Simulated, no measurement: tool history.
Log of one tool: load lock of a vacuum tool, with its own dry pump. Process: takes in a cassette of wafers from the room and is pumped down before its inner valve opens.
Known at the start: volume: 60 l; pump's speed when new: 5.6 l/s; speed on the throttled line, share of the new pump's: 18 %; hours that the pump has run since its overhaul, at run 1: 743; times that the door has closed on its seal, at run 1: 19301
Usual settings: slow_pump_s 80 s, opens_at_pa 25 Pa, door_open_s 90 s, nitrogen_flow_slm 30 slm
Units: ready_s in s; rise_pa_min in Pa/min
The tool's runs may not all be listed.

run    hour  slow_pump_s  opens_at_pa  door_open_s  nitrogen_flow_slm  hours that the pump has run since its overhaul  times that the door has closed on its seal  incoming humidity of the room's air, %  ready_s  rise_pa_min
  1     0.0           80           25           90                 30                                             743                                       19301                                    45.1    155.1        0.113
  2   175.5           80           25          231                 30                                             919                                       19687                                    45.8    156.7        0.129
  3   445.5          113           25          231                 30                                            1189                                       20281                                    42.1    184.0        0.133
  4   690.1           80           25           73                 30                                            1433                                       20819                                    48.3    155.9        0.127
  5   920.5           63           25           90                 30                                            1664                                       21325                                    47.8    143.0        0.131
  6  1077.8           63           25           90                 30                                            1821                                       21671                                    47.7    143.3        0.135
  7  1353.1           80           25           90                  4                                            2096                                       22277                                    43.3    156.7        0.169
  8  1483.4           80           25           90                 40                                            2227                                       22563                                    48.2    153.8        0.133
  9  1735.8           80           25           90                 40                                            2479                                       23118                                    45.4    157.4        0.138
 10  1930.7           80           25           60                 30                                            2674                                       23547                                    43.4    155.6        0.141
 11  2141.1           80           25           60                 30                                            2884                                       24010                                    40.8    155.9        0.139
 12  2317.5           80           25           60                 30                                            3061                                       24398                                    40.9    156.3        0.145
 13  2501.6           80           25           60                 30                                            3245                                       24803                                    44.3    157.9        0.154
 14  2771.9           80           25           60                 30                                            3515                                       25397                                    43.4    156.8        0.154
 15  3007.5           80           25           60                 30                                            3751                                       25915                                    45.3    156.2        0.152
 16  3208.8           43           25           60                 30                                            3952                                       26358                                    43.6    129.7        0.155
 17  3466.0           43           25           60                 30                                            4209                                       26923                                    49.0    128.4        0.166
 18  3701.2           43           25           30                 30                                            4444                                       27441                                    45.5    129.0        0.161
 19  3821.6           43           25           30                 30                                            4565                                       27705                                    43.3    127.2        0.164
 20  4098.1           43           20           38                 35                                            4841                                       28314                                    48.1    131.6        0.179
 21  4249.2           80           36           30                 30                                            4992                                       28646                                    45.9    154.1        0.173
 22  4375.8           88           36           51                 30                                            5119                                       28924                                    45.0    160.3        0.187
 23  4561.5           88           36           51                 30                                            5305                                       29333                                    45.5    160.3        0.182
 24  4760.7          126           25           52                 10                                            5504                                       29771                                    45.8    195.4        0.200
 25  4928.9          113           25           90                 30                                            5672                                       30141                                    43.7    186.5        0.194
 26  5064.8          113           25           90                 30                                            5808                                       30440                                    44.0    187.4        0.200
 27  5228.2          113           25           90                 30                                            5972                                       30799                                    44.0    186.8        0.204
 28  5443.3          113           25          103                 30                                            6187                                       31272                                    42.0    183.8        0.207
 29  5607.3           80           39          153                 29                                            6351                                       31633                                    44.0    154.0        0.218
 30  5740.6           80           39          153                 29                                            6484                                       31926                                    45.2    155.7        0.224
 31  5893.5           80           25           81                 34                                            6637                                       32262                                    47.0    160.3        0.214
 32  6126.1           80           25           81                 34                                            6869                                       32773                                    47.7    160.9        0.215
 33  6366.9          105           25           65                 35                                            7110                                       33303                                    49.5    183.5        0.221
 34  6555.1           80           25           38                  4                                            7298                                       33717                                    44.3    160.2        0.248
 35  6779.7           80           25           38                  4                                            7523                                       34211                                    42.6    162.4        0.254
 36  6996.1          151           25           38                 10                                            7739                                       34687                                    46.3    219.9        0.247

Forecast each of these 3 alternatives for the next run:
  A  7128.0           80           25           90                 34                                            7871                                       34977                                    46.1        ?            ?
  B  7128.0           76           18           90                 27                                            7871                                       34977                                    46.5        ?            ?
  C  7128.0          151           42           38                 16                                            7871                                       34977                                    46.9        ?            ?

run  ready_s  rise_pa_min
  A    162.3        0.240
  B    163.7        0.251
  C    211.0        0.244
Without the tool's hidden state the same runs would have given:
run  ready_s  rise_pa_min
  A    155.3        0.020
  B    156.3        0.029
  C    205.8        0.020
